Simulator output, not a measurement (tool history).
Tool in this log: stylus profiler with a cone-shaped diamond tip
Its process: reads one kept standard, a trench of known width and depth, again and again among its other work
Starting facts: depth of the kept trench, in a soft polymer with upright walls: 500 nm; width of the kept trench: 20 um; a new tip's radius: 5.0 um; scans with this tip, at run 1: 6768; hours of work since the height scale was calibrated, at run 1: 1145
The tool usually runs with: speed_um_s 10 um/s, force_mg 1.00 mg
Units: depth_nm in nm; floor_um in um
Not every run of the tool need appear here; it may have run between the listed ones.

| run | hour | speed_um_s | force_mg | scans with this tip | hours of work since the height scale was calibrated | depth_nm | floor_um |
|---|---|---|---|---|---|---|---|
| 1 | 0.0 | 10 | 1.00 | 6768 | 1145 | 504.47 | 15.17 |
| 2 | 49.4 | 22 | 1.00 | 6899 | 1168 | 504.18 | 15.10 |
| 3 | 84.5 | 22 | 1.00 | 6992 | 1183 | 504.35 | 15.03 |
| 4 | 143.5 | 22 | 1.00 | 7150 | 1210 | 504.56 | 15.09 |
| 5 | 172.1 | 22 | 1.00 | 7226 | 1223 | 504.58 | 15.09 |
| 6 | 229.5 | 22 | 1.00 | 7379 | 1249 | 504.41 | 15.12 |
| 7 | 286.3 | 22 | 1.00 | 7530 | 1274 | 504.79 | 15.09 |
| 8 | 319.4 | 22 | 1.00 | 7618 | 1289 | 504.60 | 15.09 |
| 9 | 368.5 | 16 | 1.00 | 7749 | 1311 | 504.55 | 15.08 |
| 10 | 395.3 | 16 | 1.00 | 7820 | 1323 | 504.58 | 15.11 |
| 11 | 449.8 | 3 | 1.00 | 7965 | 1348 | 504.50 | 15.14 |
| 12 | 487.4 | 10 | 0.73 | 8065 | 1365 | 504.34 | 15.13 |
| 13 | 539.8 | 10 | 0.73 | 8204 | 1388 | 504.27 | 15.13 |
| 14 | 580.9 | 10 | 0.73 | 8314 | 1407 | 504.41 | 15.05 |
| 15 | 613.5 | 39 | 1.00 | 8401 | 1422 | 504.75 | 14.90 |
| 16 | 651.8 | 39 | 1.00 | 8503 | 1439 | 504.99 | 14.93 |
| 17 | 714.4 | 39 | 1.00 | 8669 | 1467 | 504.93 | 14.91 |
| 18 | 759.1 | 39 | 1.00 | 8788 | 1487 | 504.82 | 14.88 |
| 19 | 807.7 | 10 | 0.95 | 8917 | 1509 | 504.76 | 15.02 |
| 20 | 851.3 | 10 | 0.95 | 9034 | 1529 | 504.64 | 15.07 |
| 21 | 906.3 | 10 | 1.00 | 9180 | 1554 | 504.93 | 15.10 |
| 22 | 967.7 | 10 | 1.24 | 9343 | 1581 | 505.49 | 15.01 |
| 23 | 1024.8 | 10 | 1.24 | 9495 | 1607 | 505.68 | 15.06 |
| 24 | 1059.1 | 2 | 1.42 | 9587 | 1622 | 505.55 | 15.04 |
| 25 | 1096.4 | 7 | 0.40 | 9686 | 1639 | 504.22 | 15.01 |
| 26 | 1159.5 | 7 | 0.38 | 9854 | 1668 | 504.49 | 14.99 |
| 27 | 1208.5 | 21 | 0.40 | 9984 | 1690 | 504.49 | 14.83 |
| 28 | 1258.6 | 4 | 2.09 | 10118 | 1712 | 506.67 | 15.05 |
|  | 1288.8 | height scale calibrated on a step standard |
| 29 | 1310.2 | 16 | 2.34 | 10254 | 10 | 509.28 | 14.99 |
| 30 | 1353.1 | 25 | 1.62 | 10368 | 29 | 508.15 | 14.93 |
| 31 | 1390.7 | 25 | 1.62 | 10468 | 46 | 508.50 | 14.91 |
| 32 | 1431.6 | 3 | 0.99 | 10577 | 64 | 507.80 | 15.07 |
| 33 | 1480.0 | 3 | 1.25 | 10706 | 86 | 507.88 | 15.02 |
| 34 | 1516.9 | 11 | 1.15 | 10804 | 103 | 507.87 | 14.97 |
| 35 | 1543.1 | 3 | 1.00 | 10874 | 115 | 507.71 | 14.98 |
|  | 1577.5 | height scale calibrated on a step standard, once more |
| 36 | 1589.8 | 6 | 0.63 | 10997 | 6 | 501.28 | 14.92 |
| 37 | 1625.5 | 4 | 1.31 | 11092 | 22 | 502.64 | 15.00 |
| 38 | 1654.0 | 4 | 1.31 | 11167 | 34 | 502.40 | 15.00 |
| 39 | 1701.7 | 4 | 1.31 | 11294 | 56 | 502.67 | 14.97 |
| 40 | 1742.3 | 17 | 0.61 | 11402 | 74 | 501.64 | 14.83 |
| 41 | 1774.4 | 17 | 0.61 | 11488 | 89 | 501.57 | 14.81 |
| 42 | 1808.9 | 17 | 0.61 | 11580 | 104 | 502.01 | 14.79 |
| 43 | 1866.7 | 3 | 2.38 | 11734 | 130 | 504.01 | 14.98 |
| 44 | 1917.6 | 11 | 1.24 | 11869 | 153 | 502.89 | 14.88 |
| 45 | 1971.9 | 21 | 0.61 | 12014 | 178 | 502.07 | 14.80 |
| 46 | 2036.9 | 30 | 0.39 | 12187 | 207 | 501.29 | 14.61 |

A few steps of depth_nm between consecutive runs. Split each: what settings, incoming material and random variation would produce without the hidden state, and what is left over for the hidden state, along with gauge scatter present in only one of the two compared results (measured, and without hidden state):
Hidden state at play: radius of the tip, um; height scale over the true one, %; drift of the gauge itself on depth_nm, %; drift of the gauge itself on floor_um, %.
Run 27 -> 28: speed_um_s 21 -> 4, force_mg 0.40 -> 2.09. depth_nm +2.18 nm: hidden state +0.06, all else +2.12.
Run 28 -> 29: speed_um_s 4 -> 16, force_mg 2.09 -> 2.34, height scale calibrated on a step standard. depth_nm +2.61 nm: hidden state +2.18, all else +0.43.
Run 35 -> 36: speed_um_s 3 -> 6, force_mg 1.00 -> 0.63, height scale calibrated on a step standard, once more. depth_nm -6.43 nm: hidden state -5.61, all else -0.82.
